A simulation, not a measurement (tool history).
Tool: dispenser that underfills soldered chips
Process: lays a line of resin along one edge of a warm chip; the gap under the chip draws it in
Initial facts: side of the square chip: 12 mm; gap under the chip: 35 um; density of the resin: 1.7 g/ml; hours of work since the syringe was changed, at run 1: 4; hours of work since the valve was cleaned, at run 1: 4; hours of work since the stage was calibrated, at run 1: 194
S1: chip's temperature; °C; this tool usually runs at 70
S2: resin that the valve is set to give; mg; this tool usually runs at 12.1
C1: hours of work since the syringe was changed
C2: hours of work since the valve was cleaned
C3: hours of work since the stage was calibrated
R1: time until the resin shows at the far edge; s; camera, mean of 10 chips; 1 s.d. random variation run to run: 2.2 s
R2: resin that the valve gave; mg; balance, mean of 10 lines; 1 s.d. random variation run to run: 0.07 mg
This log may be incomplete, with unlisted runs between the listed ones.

| run | hour | S1 | S2 | C1 | C2 | C3 | R1 | R2 |
|---|---|---|---|---|---|---|---|---|
| 1 | 0.0 | 70 | 12.1 | 4 | 4 | 194 | 283.7 | 12.21 |
| 2 | 5.0 | 70 | 12.1 | 7 | 7 | 198 | 383.8 | 12.05 |
|  | 11.5 | new syringe of resin |
| 3 | 13.7 | 70 | 10.6 | 2 | 13 | 204 | 253.1 | 10.44 |
| 4 | 19.2 | 70 | 10.6 | 5 | 17 | 208 | 353.1 | 10.46 |
|  | 27.9 | new syringe of resin |
| 5 | 29.3 | 70 | 12.1 | 1 | 24 | 214 | 232.6 | 11.86 |
| 6 | 38.5 | 70 | 12.1 | 7 | 30 | 221 | 400.8 | 11.73 |
|  | 44.9 | new syringe of resin |
| 7 | 47.3 | 70 | 12.1 | 2 | 36 | 227 | 242.9 | 11.60 |
| 8 | 53.8 | 70 | 12.1 | 6 | 41 | 231 | 359.3 | 11.68 |
| 9 | 60.0 | 70 | 15.1 | 11 | 45 | 236 | 502.3 | 14.47 |
|  | 61.8 | new syringe of resin |
|  | 64.2 | dispensing valve cleaned and set on the balance |
| 10 | 65.9 | 70 | 15.1 | 2 | 1 | 239 | 238.2 | 15.11 |
| 11 | 71.8 | 70 | 15.1 | 6 | 5 | 243 | 350.0 | 14.94 |
| 12 | 78.7 | 55 | 11.2 | 11 | 10 | 248 | 1194.1 | 11.07 |
|  | 79.6 | new syringe of resin |
| 13 | 84.8 | 66 | 11.4 | 4 | 14 | 252 | 354.7 | 11.09 |
| 14 | 94.6 | 68 | 12.1 | 10 | 21 | 259 | 574.9 | 11.91 |
|  | 96.1 | new syringe of resin |
| 15 | 101.9 | 68 | 12.1 | 4 | 26 | 264 | 321.7 | 11.82 |

Predict each of these 5 candidate next runs independently; none follows another, all start after run 15:
| A | 108.5 | 68 | 13.3 | 9 | 31 | 268 | ? | ? |
| B | 108.5 | 70 | 14.5 | 9 | 31 | 268 | ? | ? |
| C | 108.5 | 55 | 12.1 | 9 | 31 | 268 | ? | ? |
| D | 108.5 | 84 | 15.6 | 9 | 31 | 268 | ? | ? |
| E | 108.5 | 82 | 13.2 | 9 | 31 | 268 | ? | ? |

| run | R1 | R2 |
|---|---|---|
| A | 472.5 | 12.93 |
| B | 425.9 | 13.91 |
| C | 956.8 | 11.69 |
| D | 213.7 | 14.99 |
| E | 239.5 | 12.77 |
Without the tool's hidden state the same runs would have given:
| run | R1 | R2 |
|---|---|---|
| A | 236.7 | 13.36 |
| B | 213.4 | 14.38 |
| C | 479.8 | 12.08 |
| D | 106.9 | 15.50 |
| E | 119.3 | 13.20 |
